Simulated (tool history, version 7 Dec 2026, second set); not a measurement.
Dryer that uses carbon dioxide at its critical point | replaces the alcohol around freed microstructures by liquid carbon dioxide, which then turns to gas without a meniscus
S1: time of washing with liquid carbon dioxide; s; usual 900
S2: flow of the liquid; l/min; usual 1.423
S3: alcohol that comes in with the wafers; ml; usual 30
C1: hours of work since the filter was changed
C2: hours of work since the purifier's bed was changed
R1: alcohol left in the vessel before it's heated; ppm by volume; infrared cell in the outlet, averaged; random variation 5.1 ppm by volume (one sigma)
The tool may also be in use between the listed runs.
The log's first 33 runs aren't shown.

run    hour    S1    S2  S3   C1   C2    R1
     1615.9  -- inlet filter changed
 34  1657.9   900  1.06  49   28  626   353
 35  1701.8   900  1.06  49   56  655   363
 36  1732.1   900  1.76  80   76  675   105
 37  1784.6  1140  2.33  70  111  709    52
 38  1849.1  1140  1.96  71  153  751    67
     1900.9  -- inlet filter changed
 39    1908  1020  1.31  30    5  789   105
 40  1945.5   840  0.94  90   29  814  1085
 41  1988.1   840  0.94  90   57  842  1122
 42  2021.1  1320   1.4  88   79  864    77
 43  2056.9   900  0.94  55  102  887   630
 44  2121.7   900  0.94  55  145  930   709
 45  2178.1   900  0.94  55  182  967   762

3 ways to go on from here, each from the tool as it stands after run 45. What would each give?
     2184.4  -- inlet filter changed
  A  2251.1  1140  0.94  55  44  1014   ?
     2184.4  -- inlet filter changed
  B  2251.1   840  0.86  66  44  1014   ?
     2184.4  -- inlet filter changed
  C  2251.1   900  0.94  44  44  1014   ?

run    R1
  A   270
  B  1028
  C   483
Without the tool's hidden state the same runs would have given:
run   R1
  A  183
  B  886
  C  381
